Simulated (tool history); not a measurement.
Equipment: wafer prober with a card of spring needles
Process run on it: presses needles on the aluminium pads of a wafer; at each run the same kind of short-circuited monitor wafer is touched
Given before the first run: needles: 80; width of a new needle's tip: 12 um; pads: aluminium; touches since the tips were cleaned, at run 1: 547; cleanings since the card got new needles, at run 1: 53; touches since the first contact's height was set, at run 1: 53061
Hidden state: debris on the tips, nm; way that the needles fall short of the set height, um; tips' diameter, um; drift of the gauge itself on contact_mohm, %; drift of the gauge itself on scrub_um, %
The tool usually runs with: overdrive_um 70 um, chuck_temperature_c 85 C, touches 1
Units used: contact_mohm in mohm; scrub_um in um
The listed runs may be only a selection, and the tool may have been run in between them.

| run | hour | overdrive_um | chuck_temperature_c | touches | touches since the tips were cleaned | cleanings since the card got new needles | touches since the first contact's height was set | contact_mohm | scrub_um |
|---|---|---|---|---|---|---|---|---|---|
| 1 | 0.0 | 70 | 85 | 1 | 547 | 53 | 53061 | 221 | 15.88 |
|  | 5.7 | tips cleaned on abrasive film |
| 2 | 7.6 | 70 | 85 | 1 | 1006 | 54 | 57022 | 220 | 15.93 |
|  | 11.8 | tips cleaned on abrasive film |
| 3 | 17.1 | 79 | 85 | 1 | 2773 | 55 | 61949 | 223 | 17.97 |
|  | 18.7 | tips cleaned on abrasive film |
|  | 25.4 | tips cleaned on abrasive film |
| 4 | 25.8 | 70 | 85 | 3 | 201 | 57 | 66415 | 218 | 15.70 |
|  | 31.7 | tips cleaned on abrasive film |
| 5 | 35.0 | 70 | 85 | 3 | 1762 | 58 | 71207 | 221 | 15.71 |
|  | 38.3 | tips cleaned on abrasive film |
| 6 | 40.3 | 70 | 85 | 1 | 1079 | 59 | 73922 | 220 | 15.87 |
|  | 45.0 | tips cleaned on abrasive film |
| 7 | 48.4 | 70 | 85 | 1 | 1815 | 60 | 78137 | 220 | 15.69 |
|  | 51.3 | tips cleaned on abrasive film |
| 8 | 53.4 | 70 | 85 | 2 | 1106 | 61 | 80688 | 221 | 15.91 |
|  | 58.0 | tips cleaned on abrasive film |
| 9 | 63.0 | 70 | 85 | 2 | 2614 | 62 | 85676 | 222 | 15.70 |
|  | 64.6 | tips cleaned on abrasive film |
|  | 70.8 | tips cleaned on abrasive film |
| 10 | 71.5 | 70 | 28 | 2 | 381 | 64 | 90063 | 203 | 15.91 |
|  | 77.0 | tips cleaned on abrasive film |
| 11 | 77.2 | 70 | 28 | 2 | 75 | 65 | 92981 | 210 | 15.86 |
|  | 83.2 | tips cleaned on abrasive film |
| 12 | 86.1 | 70 | 28 | 2 | 1538 | 66 | 97617 | 212 | 15.87 |
|  | 89.7 | tips cleaned on abrasive film |
| 13 | 94.5 | 70 | 85 | 1 | 2542 | 67 | 101997 | 220 | 15.93 |
|  | 96.0 | tips cleaned on abrasive film |
| 14 | 100.4 | 70 | 85 | 1 | 2307 | 68 | 105004 | 222 | 15.89 |
|  | 102.5 | tips cleaned on abrasive film |
|  | 109.0 | tips cleaned on abrasive film |
| 15 | 109.0 | 70 | 85 | 1 | 0 | 70 | 109411 | 224 | 16.10 |
|  | 115.1 | tips cleaned on abrasive film |
| 16 | 115.1 | 70 | 66 | 1 | 0 | 71 | 112601 | 218 | 15.75 |
|  | 121.7 | tips cleaned on abrasive film |
| 17 | 124.8 | 70 | 66 | 1 | 1639 | 72 | 117618 | 216 | 15.79 |
|  | 128.0 | tips cleaned on abrasive film |
|  | 134.4 | tips cleaned on abrasive film |
| 18 | 135.0 | 70 | 57 | 2 | 307 | 74 | 122896 | 214 | 15.66 |
|  | 140.8 | tips cleaned on abrasive film |
| 19 | 140.8 | 70 | 57 | 2 | 0 | 75 | 125877 | 211 | 15.86 |
|  | 147.0 | tips cleaned on abrasive film |
| 20 | 149.2 | 56 | 85 | 1 | 1185 | 76 | 130241 | 221 | 12.69 |
|  | 153.4 | tips cleaned on abrasive film |
| 21 | 158.2 | 56 | 59 | 2 | 2548 | 77 | 134935 | 217 | 12.72 |
|  | 159.6 | tips cleaned on abrasive film |
| 22 | 163.0 | 51 | 59 | 2 | 1787 | 78 | 137377 | 215 | 11.62 |
|  | 165.9 | tips cleaned on abrasive film |
| 23 | 170.7 | 51 | 32 | 2 | 2526 | 79 | 141385 | 211 | 11.57 |
|  | 172.6 | tips cleaned on abrasive film |
| 24 | 175.6 | 56 | 73 | 2 | 1596 | 80 | 143899 | 222 | 12.55 |
|  | 178.9 | tips cleaned on abrasive film |
|  | 181.5 | height of the first contact set anew |
| 25 | 182.8 | 56 | 73 | 2 | 1914 | 81 | 700 | 227 | 12.68 |
|  | 185.7 | tips cleaned on abrasive film |
| 26 | 190.2 | 56 | 50 | 1 | 2388 | 82 | 4544 | 213 | 12.91 |
|  | 192.2 | tips cleaned on abrasive film |
|  | 198.3 | tips cleaned on abrasive film |
| 27 | 199.4 | 75 | 32 | 1 | 580 | 84 | 9261 | 207 | 16.99 |
|  | 204.4 | tips cleaned on abrasive film |
| 28 | 207.1 | 75 | 32 | 1 | 1378 | 85 | 13219 | 207 | 17.06 |
|  | 211.0 | tips cleaned on abrasive film |
| 29 | 212.4 | 75 | 32 | 1 | 698 | 86 | 15952 | 210 | 16.82 |
|  | 217.1 | tips cleaned on abrasive film |
| 30 | 218.1 | 75 | 32 | 2 | 520 | 87 | 18931 | 207 | 17.14 |
|  | 223.8 | tips cleaned on abrasive film |
| 31 | 227.3 | 55 | 31 | 1 | 1818 | 88 | 23699 | 211 | 12.59 |
|  | 230.4 | tips cleaned on abrasive film |
| 32 | 234.3 | 55 | 31 | 1 | 2053 | 89 | 27337 | 210 | 12.40 |

Describe how what the log doesn't record of the tool's condition differs between the last listed run preceding each entry between runs and the first listed run following it.
Logged between run 1 and run 2: tips cleaned on abrasive film (hour 5.7)
  debris on the tips, nm: 0.5 -> 0.7; way that the needles fall short of the set height, um: 0.01 -> 0.02
Logged between run 2 and run 3: tips cleaned on abrasive film (hour 11.8)
  debris on the tips, nm: 0.7 -> 1.3
Logged between run 3 and run 4: tips cleaned on abrasive film (hour 18.7); tips cleaned on abrasive film (hour 25.4)
  debris on the tips, nm: 1.3 -> 0.3
Logged between run 4 and run 5: tips cleaned on abrasive film (hour 31.7)
  debris on the tips, nm: 0.3 -> 1
Logged between run 5 and run 6: tips cleaned on abrasive film (hour 38.3)
  debris on the tips, nm: 1 -> 0.7
Logged between run 6 and run 7: tips cleaned on abrasive film (hour 45.0)
  debris on the tips, nm: 0.7 -> 1
Logged between run 7 and run 8: tips cleaned on abrasive film (hour 51.3)
  debris on the tips, nm: 1 -> 0.7
Logged between run 8 and run 9: tips cleaned on abrasive film (hour 58.0)
  debris on the tips, nm: 0.7 -> 1.2
Logged between run 9 and run 10: tips cleaned on abrasive film (hour 64.6); tips cleaned on abrasive film (hour 70.8)
  debris on the tips, nm: 1.2 -> 0.3
Logged between run 10 and run 11: tips cleaned on abrasive film (hour 77.0)
  debris on the tips, nm: 0.3 -> 0.1; way that the needles fall short of the set height, um: 0.02 -> 0.03
Logged between run 11 and run 12: tips cleaned on abrasive film (hour 83.2)
  debris on the tips, nm: 0.1 -> 0.9
Logged between run 12 and run 13: tips cleaned on abrasive film (hour 89.7)
  debris on the tips, nm: 0.9 -> 1.2
Logged between run 13 and run 14: tips cleaned on abrasive film (hour 96.0)
  no difference in the tool's unlogged condition between these two runs
Logged between run 14 and run 15: tips cleaned on abrasive film (hour 102.5); tips cleaned on abrasive film (hour 109.0)
  debris on the tips, nm: 1.2 -> 0.1
Logged between run 15 and run 16: tips cleaned on abrasive film (hour 115.1)
  no difference in the tool's unlogged condition between these two runs
Logged between run 16 and run 17: tips cleaned on abrasive film (hour 121.7)
  debris on the tips, nm: 0.1 -> 1; tips' diameter, um: 12.02 -> 12.03
Logged between run 17 and run 18: tips cleaned on abrasive film (hour 128.0); tips cleaned on abrasive film (hour 134.4)
  debris on the tips, nm: 1 -> 0.3; way that the needles fall short of the set height, um: 0.03 -> 0.04
Logged between run 18 and run 19: tips cleaned on abrasive film (hour 140.8)
  debris on the tips, nm: 0.3 -> 0.1
Logged between run 19 and run 20: tips cleaned on abrasive film (hour 147.0)
  debris on the tips, nm: 0.1 -> 0.7
Logged between run 20 and run 21: tips cleaned on abrasive film (hour 153.4)
  debris on the tips, nm: 0.7 -> 1.2
Logged between run 21 and run 22: tips cleaned on abrasive film (hour 159.6)
  debris on the tips, nm: 1.2 -> 0.9
Logged between run 22 and run 23: tips cleaned on abrasive film (hour 165.9)
  debris on the tips, nm: 0.9 -> 1.2
Logged between run 23 and run 24: tips cleaned on abrasive film (hour 172.6)
  debris on the tips, nm: 1.2 -> 0.9
Logged between run 24 and run 25: tips cleaned on abrasive film (hour 178.9); height of the first contact set anew (hour 181.5)
  debris on the tips, nm: 0.9 -> 1; way that the needles fall short of the set height, um: 0.04 -> 0
Logged between run 25 and run 26: tips cleaned on abrasive film (hour 185.7)
  debris on the tips, nm: 1 -> 1.2
Logged between run 26 and run 27: tips cleaned on abrasive film (hour 192.2); tips cleaned on abrasive film (hour 198.3)
  debris on the tips, nm: 1.2 -> 0.5
Logged between run 27 and run 28: tips cleaned on abrasive film (hour 204.4)
  debris on the tips, nm: 0.5 -> 0.8
Logged between run 28 and run 29: tips cleaned on abrasive film (hour 211.0)
  debris on the tips, nm: 0.8 -> 0.6; way that the needles fall short of the set height, um: 0 -> 0.01
Logged between run 29 and run 30: tips cleaned on abrasive film (hour 217.1)
  debris on the tips, nm: 0.6 -> 0.4
Logged between run 30 and run 31: tips cleaned on abrasive film (hour 223.8)
  debris on the tips, nm: 0.4 -> 1
Logged between run 31 and run 32: tips cleaned on abrasive film (hour 230.4)
  debris on the tips, nm: 1 -> 1.1
